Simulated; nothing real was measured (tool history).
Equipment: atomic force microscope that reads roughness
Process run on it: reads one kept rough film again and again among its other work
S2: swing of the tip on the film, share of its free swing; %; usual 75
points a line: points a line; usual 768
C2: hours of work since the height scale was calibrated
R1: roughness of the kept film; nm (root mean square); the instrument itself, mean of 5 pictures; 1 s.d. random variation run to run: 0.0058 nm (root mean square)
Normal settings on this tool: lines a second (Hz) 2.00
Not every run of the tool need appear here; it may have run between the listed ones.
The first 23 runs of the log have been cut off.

At hour 830.5: new tip fitted.
Run 24, hour 830.5: usual settings but lines a second (Hz) 3.63, S2 60 %, points a line 407; pictures with this tip 0; C2 620. Result: R1 1.060 nm (root mean square).
Run 25, hour 852.1: usual settings but lines a second (Hz) 3.38, S2 82 %; pictures with this tip 35; C2 633. Result: R1 0.850 nm (root mean square).
At hour 883.4: new tip fitted.
Run 26, hour 884.1: usual settings but lines a second (Hz) 0.81, S2 66 %, points a line 389; pictures with this tip 1; C2 651. Result: R1 1.126 nm (root mean square).
Run 27, hour 923.1: usual settings but lines a second (Hz) 1.29, S2 80 %; pictures with this tip 64; C2 674. Result: R1 0.966 nm (root mean square).
At hour 936.4: new tip fitted.
Run 28, hour 946.9: usual settings but lines a second (Hz) 1.29, S2 80 %; pictures with this tip 17; C2 688. Result: R1 1.021 nm (root mean square).
Run 29, hour 976.4: usual settings but lines a second (Hz) 1.29, S2 80 %; pictures with this tip 64; C2 706. Result: R1 0.952 nm (root mean square).
At hour 989.9: new tip fitted.
Run 30, hour 1002.9: usual settings but lines a second (Hz) 1.29, S2 80 %; pictures with this tip 21; C2 721. Result: R1 1.023 nm (root mean square).
Run 31, hour 1024.8: usual settings but lines a second (Hz) 0.56, S2 55 %; pictures with this tip 56; C2 734. Result: R1 1.052 nm (root mean square).
At hour 1042.0: new tip fitted.
Run 32, hour 1052.3: usual settings but lines a second (Hz) 0.56, S2 55 %, points a line 394; pictures with this tip 17; C2 750. Result: R1 1.121 nm (root mean square).
Run 33, hour 1076.7: usual settings but S2 68 %; pictures with this tip 56; C2 764. Result: R1 0.984 nm (root mean square).
At hour 1093.4: new tip fitted.
Run 34, hour 1115.9: usual settings but S2 68 %; pictures with this tip 36; C2 787. Result: R1 1.007 nm (root mean square).
At hour 1148.6: new tip fitted.
Run 35, hour 1151.3: usual settings but lines a second (Hz) 0.68, points a line 876; pictures with this tip 4; C2 807. Result: R1 1.120 nm (root mean square).
Run 36, hour 1180.1: usual settings but lines a second (Hz) 0.54, S2 78 %, points a line 500; pictures with this tip 50; C2 824. Result: R1 1.039 nm (root mean square).
At hour 1202.8: new tip fitted.
Run 37, hour 1217.0: usual settings but lines a second (Hz) 1.07, S2 63 %, points a line 303; pictures with this tip 23; C2 846. Result: R1 1.067 nm (root mean square).
At hour 1255.8: new tip fitted.
Run 38, hour 1255.8: usual settings but lines a second (Hz) 1.07, S2 63 %, points a line 303; pictures with this tip 0; C2 868. Result: R1 1.120 nm (root mean square).
Run 39, hour 1290.4: usual settings but lines a second (Hz) 1.22, S2 63 %, points a line 382; pictures with this tip 56; C2 889. Result: R1 1.032 nm (root mean square).
At hour 1307.4: new tip fitted.
Run 40, hour 1331.9: usual settings but lines a second (Hz) 1.79, S2 83 %, points a line 274; pictures with this tip 39; C2 913. Result: R1 0.929 nm (root mean square).
At hour 1360.0: new tip fitted.
Run 41, hour 1381.8: usual settings but lines a second (Hz) 1.79, S2 80 %, points a line 274; pictures with this tip 35; C2 942. Result: R1 0.948 nm (root mean square).
At hour 1412.7: new tip fitted.
Run 42, hour 1430.7: usual settings but lines a second (Hz) 1.79, S2 80 %, points a line 274; pictures with this tip 29; C2 971. Result: R1 0.958 nm (root mean square).
Run 43, hour 1459.3: usual settings but lines a second (Hz) 3.34, S2 71 %, points a line 341; pictures with this tip 75; C2 987. Result: R1 0.874 nm (root mean square).
At hour 1466.9: new tip fitted.
Run 44, hour 1500.9: usual settings but lines a second (Hz) 0.78, S2 68 %; pictures with this tip 55; C2 1012. Result: R1 1.032 nm (root mean square).
At hour 1519.5: new tip fitted.
Run 45, hour 1535.9: usual settings but lines a second (Hz) 0.78, S2 68 %; pictures with this tip 26; C2 1032. Result: R1 1.072 nm (root mean square).
At hour 1543.7: height scale calibrated on a step standard.
At hour 1572.9: new tip fitted.
Run 46, hour 1578.5: usual settings but S2 70 %, points a line 304; pictures with this tip 9; C2 20. Result: R1 1.059 nm (root mean square).

3 ways to go on from here, each from the tool as it stands after run 46. What would each give?
Run A, hour 1606.5: usual settings but lines a second (Hz) 1.17, S2 58 %, points a line 463; pictures with this tip 54; C2 37. Result: R1 ?.
Run B, hour 1606.5: usual settings but lines a second (Hz) 1.03, S2 74 %, points a line 715; pictures with this tip 54; C2 37. Result: R1 ?.
Run C, hour 1606.5: usual settings but lines a second (Hz) 0.55, S2 81 %; pictures with this tip 54; C2 37. Result: R1 ?.

run     R1
  A  1.050
  B  1.017
  C  1.034
Take away the tool's hidden state, keep each run's random variation, and the runs would have read:
run     R1
  A  1.158
  B  1.122
  C  1.141
